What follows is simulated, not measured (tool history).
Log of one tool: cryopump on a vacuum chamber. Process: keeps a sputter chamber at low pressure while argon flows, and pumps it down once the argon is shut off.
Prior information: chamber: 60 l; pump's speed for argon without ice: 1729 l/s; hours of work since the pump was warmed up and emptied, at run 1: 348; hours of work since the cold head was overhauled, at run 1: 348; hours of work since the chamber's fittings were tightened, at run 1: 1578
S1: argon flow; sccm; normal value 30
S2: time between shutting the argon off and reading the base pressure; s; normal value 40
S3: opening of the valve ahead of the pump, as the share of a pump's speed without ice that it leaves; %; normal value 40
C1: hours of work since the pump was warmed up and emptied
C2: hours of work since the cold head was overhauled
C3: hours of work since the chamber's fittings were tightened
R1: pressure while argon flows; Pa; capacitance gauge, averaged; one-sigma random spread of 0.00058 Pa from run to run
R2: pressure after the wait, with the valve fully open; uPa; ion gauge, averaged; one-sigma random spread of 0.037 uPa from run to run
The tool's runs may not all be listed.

{"run": 1, "hour": 0.0, "S1": 30, "S2": 40, "S3": 40, "C1": 348, "C2": 348, "C3": 1578, "R1": 0.077, "R2": 2.68}
{"run": 2, "hour": 21.1, "S1": 30, "S2": 40, "S3": 31, "C1": 357, "C2": 357, "C3": 1587, "R1": 0.098, "R2": 2.73}
{"run": 3, "hour": 43.8, "S1": 30, "S2": 40, "S3": 31, "C1": 367, "C2": 367, "C3": 1597, "R1": 0.0981, "R2": 2.72}
{"run": 4, "hour": 66.6, "S1": 30, "S2": 40, "S3": 40, "C1": 377, "C2": 377, "C3": 1606, "R1": 0.0765, "R2": 2.8}
{"run": 5, "hour": 88.2, "S1": 30, "S2": 40, "S3": 40, "C1": 386, "C2": 386, "C3": 1616, "R1": 0.0774, "R2": 2.7}
{"run": 6, "hour": 100.1, "S1": 30, "S2": 40, "S3": 40, "C1": 391, "C2": 391, "C3": 1621, "R1": 0.0774, "R2": 2.84}
{"run": 7, "hour": 120.5, "S1": 30, "S2": 40, "S3": 40, "C1": 400, "C2": 400, "C3": 1630, "R1": 0.0774, "R2": 2.78}
{"run": 8, "hour": 136.5, "S1": 30, "S2": 40, "S3": 40, "C1": 407, "C2": 407, "C3": 1636, "R1": 0.0772, "R2": 2.75}
{"run": 9, "hour": 155.1, "S1": 30, "S2": 40, "S3": 21, "C1": 415, "C2": 415, "C3": 1644, "R1": 0.1428, "R2": 2.8}
{"run": 10, "hour": 174.1, "S1": 30, "S2": 40, "S3": 40, "C1": 423, "C2": 423, "C3": 1653, "R1": 0.0768, "R2": 2.75}
{"run": 11, "hour": 201.5, "S1": 30, "S2": 40, "S3": 40, "C1": 435, "C2": 435, "C3": 1664, "R1": 0.0768, "R2": 2.8}
{"run": 12, "hour": 225.8, "S1": 30, "S2": 40, "S3": 23, "C1": 445, "C2": 445, "C3": 1675, "R1": 0.1316, "R2": 2.8}
{"run": 13, "hour": 250.3, "S1": 14, "S2": 40, "S3": 23, "C1": 456, "C2": 456, "C3": 1685, "R1": 0.0622, "R2": 2.72}
{"run": 14, "hour": 275.8, "S1": 14, "S2": 40, "S3": 23, "C1": 467, "C2": 467, "C3": 1696, "R1": 0.0616, "R2": 2.76}
{"run": 15, "hour": 291.3, "S1": 14, "S2": 40, "S3": 23, "C1": 473, "C2": 473, "C3": 1703, "R1": 0.0616, "R2": 2.74}
{"run": 16, "hour": 307.3, "S1": 14, "S2": 40, "S3": 23, "C1": 480, "C2": 480, "C3": 1710, "R1": 0.062, "R2": 2.75}
{"run": 17, "hour": 321.0, "S1": 14, "S2": 40, "S3": 23, "C1": 486, "C2": 486, "C3": 1716, "R1": 0.0622, "R2": 2.76}
{"run": 18, "hour": 333.2, "S1": 44, "S2": 33, "S3": 20, "C1": 491, "C2": 491, "C3": 1721, "R1": 0.2235, "R2": 3.16}
{"run": 19, "hour": 344.6, "S1": 54, "S2": 20, "S3": 51, "C1": 496, "C2": 496, "C3": 1726, "R1": 0.1121, "R2": 4.84}
{"run": 20, "hour": 362.5, "S1": 16, "S2": 126, "S3": 36, "C1": 504, "C2": 504, "C3": 1734, "R1": 0.0455, "R2": 1.51}
{"run": 21, "hour": 386.5, "S1": 18, "S2": 257, "S3": 24, "C1": 514, "C2": 514, "C3": 1744, "R1": 0.0771, "R2": 1.22}
{"run": 22, "hour": 407.7, "S1": 30, "S2": 61, "S3": 22, "C1": 523, "C2": 523, "C3": 1753, "R1": 0.1381, "R2": 2.13}
{"run": 23, "hour": 421.7, "S1": 30, "S2": 61, "S3": 22, "C1": 529, "C2": 529, "C3": 1759, "R1": 0.1375, "R2": 2.14}
{"run": 24, "hour": 433.1, "S1": 33, "S2": 288, "S3": 17, "C1": 534, "C2": 534, "C3": 1764, "R1": 0.1943, "R2": 1.17}
{"run": 25, "hour": 456.9, "S1": 33, "S2": 288, "S3": 17, "C1": 545, "C2": 545, "C3": 1774, "R1": 0.1967, "R2": 1.13}
{"run": 26, "hour": 482.4, "S1": 33, "S2": 288, "S3": 17, "C1": 555, "C2": 555, "C3": 1785, "R1": 0.1961, "R2": 1.16}

Estimate the outcome of run 27 from the log above:
{"run": 27, "hour": 494.1, "S1": 33, "S2": 288, "S3": 17, "C1": 560, "C2": 560, "C3": 1790, "R1": "?", "R2": "?"}

R1: 0.1955 Pa
R2: 1.17 uPa
Minus the tool's unlogged condition, the same run would have read R1 0.1894 Pa, R2 0.44 uPa.
